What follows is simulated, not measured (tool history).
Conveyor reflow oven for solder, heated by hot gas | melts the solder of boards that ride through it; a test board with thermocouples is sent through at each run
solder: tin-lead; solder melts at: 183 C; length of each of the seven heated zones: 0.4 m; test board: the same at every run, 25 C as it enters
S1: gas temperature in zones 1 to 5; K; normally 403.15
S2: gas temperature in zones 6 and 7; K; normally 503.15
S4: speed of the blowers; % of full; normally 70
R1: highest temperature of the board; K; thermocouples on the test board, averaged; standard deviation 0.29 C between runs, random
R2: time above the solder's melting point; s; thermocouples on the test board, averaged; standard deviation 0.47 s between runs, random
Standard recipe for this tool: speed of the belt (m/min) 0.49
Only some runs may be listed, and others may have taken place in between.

{"run": 1, "hour": 0.0, "S1": 403.15, "S2": 503.15, "speed of the belt (m/min)": 0.49, "S4": 70, "R1": 479.35, "R2": 55.1}
{"run": 2, "hour": 20.2, "S1": 403.15, "S2": 503.15, "speed of the belt (m/min)": 0.49, "S4": 70, "R1": 479.65, "R2": 55.3}
{"run": 3, "hour": 42.0, "S1": 403.15, "S2": 503.15, "speed of the belt (m/min)": 0.49, "S4": 70, "R1": 478.95, "R2": 54.9}
{"run": 4, "hour": 64.5, "S1": 403.15, "S2": 503.15, "speed of the belt (m/min)": 0.49, "S4": 70, "R1": 478.95, "R2": 55.3}
{"run": 5, "hour": 91.3, "S1": 403.15, "S2": 503.15, "speed of the belt (m/min)": 0.49, "S4": 70, "R1": 478.15, "R2": 54.8}
{"run": 6, "hour": 111.7, "S1": 403.15, "S2": 503.15, "speed of the belt (m/min)": 0.49, "S4": 70, "R1": 478.55, "R2": 56}
{"run": 7, "hour": 126.3, "S1": 403.15, "S2": 503.15, "speed of the belt (m/min)": 0.49, "S4": 70, "R1": 478.95, "R2": 54.9}
{"run": 8, "hour": 141.7, "S1": 403.15, "S2": 503.15, "speed of the belt (m/min)": 0.4, "S4": 70, "R1": 486.05, "R2": 81.9}
{"run": 9, "hour": 162.8, "S1": 403.15, "S2": 503.15, "speed of the belt (m/min)": 0.4, "S4": 70, "R1": 485.85, "R2": 81.7}
{"run": 10, "hour": 189.9, "S1": 403.15, "S2": 503.15, "speed of the belt (m/min)": 0.558, "S4": 70, "R1": 473.05, "R2": 38.5}
{"run": 11, "hour": 209.8, "S1": 403.15, "S2": 503.15, "speed of the belt (m/min)": 0.558, "S4": 70, "R1": 472.95, "R2": 38.1}
{"run": 12, "hour": 241.7, "S1": 403.15, "S2": 503.15, "speed of the belt (m/min)": 0.49, "S4": 64, "R1": 476.95, "R2": 50.7}
{"run": 13, "hour": 262.6, "S1": 396.15, "S2": 503.15, "speed of the belt (m/min)": 0.49, "S4": 64, "R1": 474.95, "R2": 45.2}
{"run": 14, "hour": 279.8, "S1": 403.15, "S2": 497.15, "speed of the belt (m/min)": 0.441, "S4": 69, "R1": 476.95, "R2": 58.7}
{"run": 15, "hour": 299.2, "S1": 403.15, "S2": 497.15, "speed of the belt (m/min)": 0.441, "S4": 69, "R1": 476.35, "R2": 58.9}
{"run": 16, "hour": 319.4, "S1": 404.15, "S2": 505.15, "speed of the belt (m/min)": 0.466, "S4": 62, "R1": 479.85, "R2": 59.1}
{"run": 17, "hour": 350.6, "S1": 403.15, "S2": 503.15, "speed of the belt (m/min)": 0.525, "S4": 70, "R1": 474.95, "R2": 44.5}
{"run": 18, "hour": 369.5, "S1": 397.15, "S2": 502.15, "speed of the belt (m/min)": 0.49, "S4": 70, "R1": 475.15, "R2": 46.1}
{"hour": 378.4, "done": "flux residue cleaned out of gas plates and filters"}
{"run": 19, "hour": 402.3, "S1": 397.15, "S2": 502.15, "speed of the belt (m/min)": 0.49, "S4": 70, "R1": 480.15, "R2": 55.3}
{"run": 20, "hour": 422.0, "S1": 397.15, "S2": 512.15, "speed of the belt (m/min)": 0.419, "S4": 70, "R1": 494.45, "R2": 86.5}
{"run": 21, "hour": 453.4, "S1": 397.15, "S2": 512.15, "speed of the belt (m/min)": 0.419, "S4": 70, "R1": 493.95, "R2": 85.9}

Below, some changes in R1 between adjacent runs. For each, the amount present without the hidden state too (settings, incoming material, random variation) and the amount remaining for the hidden state with gauge scatter not shared by both compared results:
The tool's hidden condition here consists of: heat that the gas passes to the board, % of a clean oven's; belt's true speed, % of the reading; true gas temperature in zones 6 and 7 over the reading, C; drift of the gauge itself on peak_c, C; drift of the gauge itself on liquid_s, %.
Run 9 -> 10: speed of the belt (m/min) 0.4 -> 0.558. R1 -12.8 K: hidden state -1.1, all else -11.7.
Run 18 -> 19: flux residue cleaned out of gas plates and filters. R1 +5 K: hidden state +5, all else +0.
Run 19 -> 20: S2 502.15 -> 512.15, speed of the belt (m/min) 0.49 -> 0.419. R1 +14.3 K: hidden state -0.3, all else +14.6.
